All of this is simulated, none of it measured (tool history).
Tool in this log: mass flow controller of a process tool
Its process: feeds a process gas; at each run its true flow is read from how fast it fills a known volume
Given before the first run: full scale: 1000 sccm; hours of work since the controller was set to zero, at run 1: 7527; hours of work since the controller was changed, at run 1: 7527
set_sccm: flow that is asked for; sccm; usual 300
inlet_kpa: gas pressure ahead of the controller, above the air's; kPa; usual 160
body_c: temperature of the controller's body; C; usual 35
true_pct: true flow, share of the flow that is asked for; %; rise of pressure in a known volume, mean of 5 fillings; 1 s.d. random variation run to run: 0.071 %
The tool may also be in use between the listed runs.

run,day,set_sccm,inlet_kpa,body_c,hours of work since the controller was set to zero,hours of work since the controller was changed,true_pct
1,0.000,300,160,35,7527,7527,95.42
2,5.892,300,152,35,7624,7624,95.30
3,10.875,300,152,35,7705,7705,95.33
4,15.029,770,160,35,7773,7773,97.48
5,19.992,770,160,35,7855,7855,97.42
6,25.721,770,160,35,7949,7949,97.35
7,29.954,173,160,35,8018,8018,92.74
# day 33.071: controller exchanged for a calibrated one
8,35.367,300,160,35,38,38,100.32
9,40.554,300,160,35,123,123,100.32
10,43.458,300,160,35,170,170,100.34
11,47.692,300,160,35,240,240,100.32
12,54.262,420,160,35,347,347,100.40
13,60.638,420,160,35,452,452,100.19
# day 61.004: controller's zero set anew
14,66.346,420,160,35,88,545,100.19
15,71.229,420,160,35,168,625,100.13
16,74.225,612,160,21,217,674,98.94
17,79.871,402,160,35,309,767,100.12
18,85.492,106,160,22,401,859,97.39
19,88.354,300,229,35,448,906,99.42
20,95.358,300,229,35,563,1020,99.42
# day 96.988: controller's zero set anew, once more
21,100.104,105,160,28,51,1098,99.01
22,103.112,105,160,28,100,1147,99.03
23,107.138,105,160,28,166,1213,98.84
24,111.167,257,268,31,232,1279,98.90
25,115.879,300,166,25,310,1356,98.93
26,119.483,300,166,25,369,1415,98.96
27,124.958,300,161,21,458,1505,98.41
28,129.596,300,161,21,534,1581,98.32
29,133.417,300,256,27,597,1644,98.41
30,136.679,300,226,35,650,1697,99.33

The same runs without the tool's hidden state, with the same run-to-run variation:
Unlogged tool condition in this case: flow at rest that the sensor doesn't see, % of full scale; true flow over the shown one, %; drift of the gauge itself on true_pct, %.
run,true_pct
1,100.55
2,100.50
3,100.58
4,101.01
5,100.99
6,100.96
7,100.39
8,100.49
9,100.54
10,100.59
11,100.62
12,100.68
13,100.53
14,100.61
15,100.60
16,99.33
17,100.68
18,99.08
19,100.20
20,100.28
21,99.67
22,99.75
23,99.64
24,99.48
25,99.54
26,99.61
27,99.12
28,99.08
29,99.21
30,100.17
